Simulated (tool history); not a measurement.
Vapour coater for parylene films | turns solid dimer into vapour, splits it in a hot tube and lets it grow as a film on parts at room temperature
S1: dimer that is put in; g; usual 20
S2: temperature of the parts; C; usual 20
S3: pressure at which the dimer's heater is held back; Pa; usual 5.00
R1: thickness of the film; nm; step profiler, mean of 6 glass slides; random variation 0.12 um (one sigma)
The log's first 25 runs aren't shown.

run	day	S1	S2	S3	R1
26	47.696	12	20	5.00	9060
27	49.571	23	19	4.00	18160
28	51.154	15	23	2.51	11030
29	52.454	17	18	6.46	13230
30	54.308	13	21	2.14	10280
31	55.662	15	31	6.89	8350
# day 56.258: trap's valve overhauled
32	57.700	22	20	5.88	16550
33	58.883	20	23	11.06	13310
34	60.304	26	31	11.06	14120
35	62.342	26	31	11.06	13780
36	63.608	10	20	11.06	7090
37	65.346	10	21	4.69	7440
38	66.662	20	22	5.00	14320
39	68.146	20	22	5.00	14450
40	70.596	26	22	9.14	17650
41	71.979	20	15	4.64	17420

The next listed run, before its measurement:
42	73.250	20	15	4.64	?

{"run 42": {"R1": 17410}}
Without the tool's hidden state the same run would have given R1 17460 nm.

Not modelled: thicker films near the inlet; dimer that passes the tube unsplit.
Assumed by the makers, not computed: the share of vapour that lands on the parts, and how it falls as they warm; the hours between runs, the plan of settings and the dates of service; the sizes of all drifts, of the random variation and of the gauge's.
